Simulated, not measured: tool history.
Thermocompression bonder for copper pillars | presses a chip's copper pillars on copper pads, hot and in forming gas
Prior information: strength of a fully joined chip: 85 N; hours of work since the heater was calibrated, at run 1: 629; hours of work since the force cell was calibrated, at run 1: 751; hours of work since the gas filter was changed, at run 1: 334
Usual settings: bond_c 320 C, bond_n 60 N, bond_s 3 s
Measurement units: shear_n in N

run	day	bond_c	bond_n	bond_s	hours of work since the heater was calibrated	hours of work since the force cell was calibrated	hours of work since the gas filter was changed	shear_n
1	0	320	60	3	629	751	334	33.2
2	2.525	320	85	3	677	799	382	44.2
3	4.292	293	85	3	710	832	415	30.9
4	6.704	293	85	3	756	878	461	29.9
# day 7.112: forming gas filter changed
5	9.133	293	85	3	802	924	38	32.4
6	12.321	293	85	3	862	984	99	32.5
7	15.196	293	85	3	916	1039	153	31.8
8	16.658	293	85	3	944	1066	181	31.1
9	18.579	320	60	3	981	1103	217	34
10	20.046	320	57	8	1008	1130	245	46
11	23.267	320	57	8	1069	1191	306	45.3
# day 24.079: heater calibrated with a thermocouple chip
12	26.538	320	57	8	47	1252	367	48.3
13	28.2	320	68	3	78	1283	398	40.2
14	31.604	320	39	2	143	1348	463	19.5
# day 31.942: forming gas filter changed
15	34.804	320	88	4	203	1408	54	56.3
16	37.067	342	88	4	246	1451	97	65.5
17	39.808	336	45	3	298	1503	149	36

Measured minus without-hidden-state, run by run (identical run-to-run variation in each term; gauge scatter may differ):
Hidden state at play: true temperature of the bond over the reading, C; force that reaches the chip, % of what is set; oxide that the forming gas leaves, % of the face; drift of the gauge itself on shear_n, %.
run	shear_n
1	-3.7
2	-5
3	-4.2
4	-4.6
5	-2.3
6	-2.7
7	-3.2
8	-3.4
9	-3.5
10	-4.7
11	-5.5
12	-2.4
13	-2.3
14	-1.5
15	+0.2
16	-0.6
17	-0.6

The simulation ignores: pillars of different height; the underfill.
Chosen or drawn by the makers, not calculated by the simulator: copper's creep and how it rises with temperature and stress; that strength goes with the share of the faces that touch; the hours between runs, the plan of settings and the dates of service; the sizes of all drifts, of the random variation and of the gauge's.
